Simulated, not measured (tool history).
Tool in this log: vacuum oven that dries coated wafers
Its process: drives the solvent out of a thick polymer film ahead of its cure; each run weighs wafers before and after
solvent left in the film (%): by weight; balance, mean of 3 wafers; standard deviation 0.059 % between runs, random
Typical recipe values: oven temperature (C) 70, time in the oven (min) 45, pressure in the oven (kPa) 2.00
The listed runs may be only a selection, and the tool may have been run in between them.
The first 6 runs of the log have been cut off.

run 7 day=5.142 | oven_temperature_(C)=70 time_in_the_oven_(min)=45 pressure_in_the_oven_(kPa)=6.05 | solvent_left_in_the_film_(%)=5.21
run 8 day=5.738 | oven_temperature_(C)=70 time_in_the_oven_(min)=45 pressure_in_the_oven_(kPa)=7.12 | solvent_left_in_the_film_(%)=5.69
run 9 day=6.675 | oven_temperature_(C)=70 time_in_the_oven_(min)=45 pressure_in_the_oven_(kPa)=1.47 | solvent_left_in_the_film_(%)=3.38
run 10 day=7.225 | oven_temperature_(C)=70 time_in_the_oven_(min)=30 pressure_in_the_oven_(kPa)=1.47 | solvent_left_in_the_film_(%)=5.44
run 11 day=7.854 | oven_temperature_(C)=70 time_in_the_oven_(min)=30 pressure_in_the_oven_(kPa)=1.47 | solvent_left_in_the_film_(%)=5.27
run 12 day=8.675 | oven_temperature_(C)=70 time_in_the_oven_(min)=45 pressure_in_the_oven_(kPa)=3.69 | solvent_left_in_the_film_(%)=4.33
run 13 day=9.662 | oven_temperature_(C)=70 time_in_the_oven_(min)=29 pressure_in_the_oven_(kPa)=2.00 | solvent_left_in_the_film_(%)=5.65
run 14 day=10.558 | oven_temperature_(C)=70 time_in_the_oven_(min)=53 pressure_in_the_oven_(kPa)=2.00 | solvent_left_in_the_film_(%)=2.91
run 15 day=11.150 | oven_temperature_(C)=70 time_in_the_oven_(min)=53 pressure_in_the_oven_(kPa)=2.00 | solvent_left_in_the_film_(%)=3.01
run 16 day=12.183 | oven_temperature_(C)=70 time_in_the_oven_(min)=45 pressure_in_the_oven_(kPa)=2.00 | solvent_left_in_the_film_(%)=3.68
run 17 day=13.229 | oven_temperature_(C)=70 time_in_the_oven_(min)=45 pressure_in_the_oven_(kPa)=2.00 | solvent_left_in_the_film_(%)=3.56
run 18 day=13.883 | oven_temperature_(C)=70 time_in_the_oven_(min)=45 pressure_in_the_oven_(kPa)=2.00 | solvent_left_in_the_film_(%)=3.67
run 19 day=14.892 | oven_temperature_(C)=70 time_in_the_oven_(min)=45 pressure_in_the_oven_(kPa)=7.94 | solvent_left_in_the_film_(%)=6.05
run 20 day=15.854 | oven_temperature_(C)=70 time_in_the_oven_(min)=45 pressure_in_the_oven_(kPa)=2.00 | solvent_left_in_the_film_(%)=3.66
run 21 day=16.667 | oven_temperature_(C)=70 time_in_the_oven_(min)=45 pressure_in_the_oven_(kPa)=2.00 | solvent_left_in_the_film_(%)=3.59
run 22 day=17.575 | oven_temperature_(C)=70 time_in_the_oven_(min)=45 pressure_in_the_oven_(kPa)=2.00 | solvent_left_in_the_film_(%)=3.62
run 23 day=18.454 | oven_temperature_(C)=70 time_in_the_oven_(min)=45 pressure_in_the_oven_(kPa)=2.00 | solvent_left_in_the_film_(%)=3.66
run 24 day=18.925 | oven_temperature_(C)=70 time_in_the_oven_(min)=45 pressure_in_the_oven_(kPa)=2.00 | solvent_left_in_the_film_(%)=3.70
run 25 day=19.950 | oven_temperature_(C)=70 time_in_the_oven_(min)=45 pressure_in_the_oven_(kPa)=2.00 | solvent_left_in_the_film_(%)=3.60
run 26 day=20.508 | oven_temperature_(C)=70 time_in_the_oven_(min)=45 pressure_in_the_oven_(kPa)=2.00 | solvent_left_in_the_film_(%)=3.64
run 27 day=21.092 | oven_temperature_(C)=83 time_in_the_oven_(min)=80 pressure_in_the_oven_(kPa)=2.00 | solvent_left_in_the_film_(%)=0.63

Estimate the outcome of run 28 from the log above:
run 28 day=22.217 | oven_temperature_(C)=67 time_in_the_oven_(min)=67 pressure_in_the_oven_(kPa)=4.67 | solvent_left_in_the_film_(%)=?

{"run 28": {"solvent left in the film (%)": 4.06}}
Had the tool carried no hidden state, the very same run would have given solvent left in the film (%) 4.04.
